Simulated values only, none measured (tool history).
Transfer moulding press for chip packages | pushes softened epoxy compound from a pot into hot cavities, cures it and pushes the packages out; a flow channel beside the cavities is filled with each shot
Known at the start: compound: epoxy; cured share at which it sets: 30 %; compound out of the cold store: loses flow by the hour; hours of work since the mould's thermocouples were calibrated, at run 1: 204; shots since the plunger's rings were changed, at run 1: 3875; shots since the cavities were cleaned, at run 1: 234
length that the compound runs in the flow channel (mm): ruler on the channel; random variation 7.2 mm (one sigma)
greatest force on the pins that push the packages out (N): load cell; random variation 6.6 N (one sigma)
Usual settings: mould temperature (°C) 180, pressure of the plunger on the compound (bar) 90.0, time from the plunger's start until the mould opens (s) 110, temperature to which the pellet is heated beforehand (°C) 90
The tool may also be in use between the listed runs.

| run | hour | mould temperature (°C) | pressure of the plunger on the compound (bar) | time from the plunger's start until the mould opens (s) | temperature to which the pellet is heated beforehand (°C) | hours of work since the mould's thermocouples were calibrated | shots since the plunger's rings were changed | shots since the cavities were cleaned | incoming compound's hours out of the cold store | length that the compound runs in the flow channel (mm) | greatest force on the pins that push the packages out (N) |
|---|---|---|---|---|---|---|---|---|---|---|---|
| 1 | 0.0 | 180 | 90.0 | 110 | 90 | 204 | 3875 | 234 | 46.5 | 740 | 358 |
| 2 | 9.5 | 180 | 96.8 | 110 | 90 | 209 | 3963 | 322 | 42.0 | 769 | 359 |
| 3 | 17.0 | 180 | 96.8 | 110 | 90 | 213 | 4033 | 392 | 15.8 | 878 | 410 |
| 4 | 25.7 | 180 | 90.0 | 110 | 90 | 218 | 4113 | 472 | 25.3 | 807 | 408 |
| 5 | 31.7 | 180 | 90.0 | 110 | 86 | 221 | 4168 | 527 | 44.3 | 747 | 408 |
| 6 | 41.6 | 180 | 88.5 | 110 | 90 | 227 | 4260 | 619 | 24.5 | 810 | 426 |
| 7 | 50.4 | 180 | 88.5 | 110 | 90 | 231 | 4342 | 701 | 30.8 | 776 | 418 |
| 8 | 59.6 | 180 | 88.5 | 110 | 90 | 236 | 4427 | 786 | 18.1 | 828 | 427 |
| 9 | 65.6 | 180 | 88.5 | 110 | 90 | 239 | 4483 | 842 | 36.6 | 753 | 435 |
| 10 | 74.8 | 180 | 90.0 | 110 | 90 | 244 | 4567 | 926 | 44.4 | 736 | 438 |
| 11 | 87.6 | 180 | 90.0 | 110 | 90 | 251 | 4686 | 1045 | 30.4 | 782 | 457 |
| 12 | 93.8 | 180 | 90.8 | 110 | 90 | 255 | 4743 | 1102 | 42.0 | 733 | 457 |
| 13 | 99.9 | 180 | 90.0 | 110 | 84 | 258 | 4800 | 1159 | 46.5 | 724 | 454 |
|  | 103.9 | cavities cleaned with cleaning compound and waxed |
| 14 | 113.2 | 180 | 90.0 | 110 | 84 | 264 | 4909 | 86 | 36.7 | 754 | 317 |
| 15 | 122.0 | 184 | 87.2 | 149 | 92 | 269 | 4990 | 167 | 40.9 | 709 | 306 |
| 16 | 133.7 | 184 | 87.2 | 149 | 92 | 275 | 5099 | 276 | 43.5 | 706 | 342 |
| 17 | 148.1 | 184 | 83.4 | 149 | 95 | 283 | 5232 | 409 | 40.5 | 694 | 354 |
| 18 | 156.0 | 178 | 69.7 | 149 | 80 | 287 | 5305 | 482 | 9.1 | 752 | 384 |
| 19 | 162.9 | 185 | 90.1 | 109 | 99 | 291 | 5370 | 547 | 23.2 | 781 | 400 |
| 20 | 171.5 | 185 | 90.1 | 109 | 99 | 296 | 5449 | 626 | 10.6 | 821 | 416 |
| 21 | 183.8 | 180 | 75.0 | 90 | 90 | 302 | 5563 | 740 | 32.4 | 694 | 532 |
| 22 | 191.5 | 187 | 90.0 | 110 | 99 | 306 | 5635 | 812 | 26.1 | 757 | 402 |
| 23 | 200.8 | 180 | 70.4 | 125 | 90 | 311 | 5721 | 898 | 25.6 | 691 | 426 |
| 24 | 206.9 | 186 | 90.0 | 107 | 90 | 315 | 5777 | 954 | 43.4 | 697 | 416 |
| 25 | 218.9 | 186 | 102.6 | 147 | 90 | 321 | 5888 | 1065 | 46.2 | 725 | 412 |
| 26 | 228.3 | 186 | 102.6 | 147 | 90 | 326 | 5975 | 1152 | 27.4 | 798 | 394 |
|  | 233.1 | cavities cleaned with cleaning compound and waxed |
| 27 | 240.6 | 186 | 102.6 | 147 | 90 | 332 | 6075 | 69 | 22.2 | 816 | 273 |
| 28 | 254.4 | 176 | 90.0 | 110 | 88 | 340 | 6203 | 197 | 21.9 | 796 | 411 |

Forecast each of these 5 alternatives for the next run:
| A | 266.7 | 180 | 90.0 | 110 | 90 | 346 | 6317 | 311 | 15.3 | ? | ? |
| B | 266.7 | 180 | 81.0 | 110 | 99 | 346 | 6317 | 311 | 10.5 | ? | ? |
| C | 266.7 | 176 | 83.2 | 110 | 88 | 346 | 6317 | 311 | 41.4 | ? | ? |
| D | 266.7 | 180 | 75.6 | 133 | 91 | 346 | 6317 | 311 | 15.3 | ? | ? |
| E | 266.7 | 177 | 90.0 | 95 | 90 | 346 | 6317 | 311 | 15.0 | ? | ? |

| run | length that the compound runs in the flow channel (mm) | greatest force on the pins that push the packages out (N) |
|---|---|---|
| A | 809 | 386 |
| B | 786 | 397 |
| C | 694 | 437 |
| D | 744 | 344 |
| E | 830 | 512 |
Without the tool's hidden state the same runs would have given:
| run | length that the compound runs in the flow channel (mm) | greatest force on the pins that push the packages out (N) |
|---|---|---|
| A | 929 | 264 |
| B | 902 | 272 |
| C | 797 | 298 |
| D | 853 | 237 |
| E | 954 | 344 |
